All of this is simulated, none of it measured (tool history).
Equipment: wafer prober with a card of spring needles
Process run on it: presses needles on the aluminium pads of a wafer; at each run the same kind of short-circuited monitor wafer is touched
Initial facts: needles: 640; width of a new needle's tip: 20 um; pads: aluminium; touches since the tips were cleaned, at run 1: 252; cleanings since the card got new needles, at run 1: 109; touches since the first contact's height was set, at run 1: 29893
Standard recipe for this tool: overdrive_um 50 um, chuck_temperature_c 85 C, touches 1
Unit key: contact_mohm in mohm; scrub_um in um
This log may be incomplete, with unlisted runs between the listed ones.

run   hour  overdrive_um  chuck_temperature_c  touches  touches since the tips were cleaned  cleanings since the card got new needles  touches since the first contact's height was set  contact_mohm  scrub_um
  1      0            50                   85        1                                  252                                       109                                             29893           148      9.21
      13.4  -- tips cleaned on abrasive film
      28.8  -- tips cleaned on abrasive film
      43.1  -- tips cleaned on abrasive film
  2   43.1            50                   85        1                                    0                                       112                                             47657           150      9.19
      58.1  -- tips cleaned on abrasive film
        74  -- tips cleaned on abrasive film
  3   85.4            50                   85        1                                 4722                                       114                                             65135           150      9.28
      88.9  -- tips cleaned on abrasive film
     103.4  -- tips cleaned on abrasive film
  4  114.9            64                   85        1                                 4763                                       116                                             77289           147     11.82
     118.4  -- tips cleaned on abrasive film
     135.1  -- tips cleaned on abrasive film
  5  147.1            64                   85        1                                 4980                                       118                                             90554           144     11.82
     150.6  -- tips cleaned on abrasive film
     165.8  -- tips cleaned on abrasive film
  6  171.7            50                   36        1                                 2450                                       120                                            100712           142      9.12
       182  -- tips cleaned on abrasive film
     185.7  -- height of the first contact set anew
     197.9  -- tips cleaned on abrasive film
     212.4  -- tips cleaned on abrasive film
  7  222.8            50                   37        1                                 4292                                       123                                             15290           139       9.1
     226.3  -- tips cleaned on abrasive film
     242.1  -- tips cleaned on abrasive film
  8  250.2            50                   37        1                                 3346                                       125                                             26578           139      9.19
     256.1  -- tips cleaned on abrasive film
     272.2  -- tips cleaned on abrasive film
  9  272.3            62                   92        1                                   68                                       127                                             35689           146     11.25
     288.3  -- tips cleaned on abrasive film
     303.4  -- tips cleaned on abrasive film
 10  310.8            37                   30        1                                 3059                                       129                                             51573           145      6.81
     320.3  -- tips cleaned on abrasive film
     335.9  -- tips cleaned on abrasive film
     352.2  -- tips cleaned on abrasive film
 11  353.1            34                  110        3                                  370                                       132                                             69014           159      6.16

Some steps in scrub_um, run to run, broken into two amounts with sign: the step expected even without the hidden condition (settings, incoming material, random variation), and the rest, left for the hidden condition together with whatever gauge scatter is not in both the measured and the hidden-condition-free result:
The tool's hidden condition here consists of: debris on the tips, nm; way that the needles fall short of the set height, um; tips' diameter, um; drift of the gauge itself on contact_mohm, %; drift of the gauge itself on scrub_um, %.
Run 8 -> 9: overdrive_um 50 -> 62, chuck_temperature_c 37 -> 92, tips cleaned on abrasive film, tips cleaned on abrasive film. scrub_um +2.06 um: hidden state -0.03, all else +2.09.
Run 9 -> 10: overdrive_um 62 -> 37, chuck_temperature_c 92 -> 30, tips cleaned on abrasive film, tips cleaned on abrasive film. scrub_um -4.44 um: hidden state +0.03, all else -4.47.

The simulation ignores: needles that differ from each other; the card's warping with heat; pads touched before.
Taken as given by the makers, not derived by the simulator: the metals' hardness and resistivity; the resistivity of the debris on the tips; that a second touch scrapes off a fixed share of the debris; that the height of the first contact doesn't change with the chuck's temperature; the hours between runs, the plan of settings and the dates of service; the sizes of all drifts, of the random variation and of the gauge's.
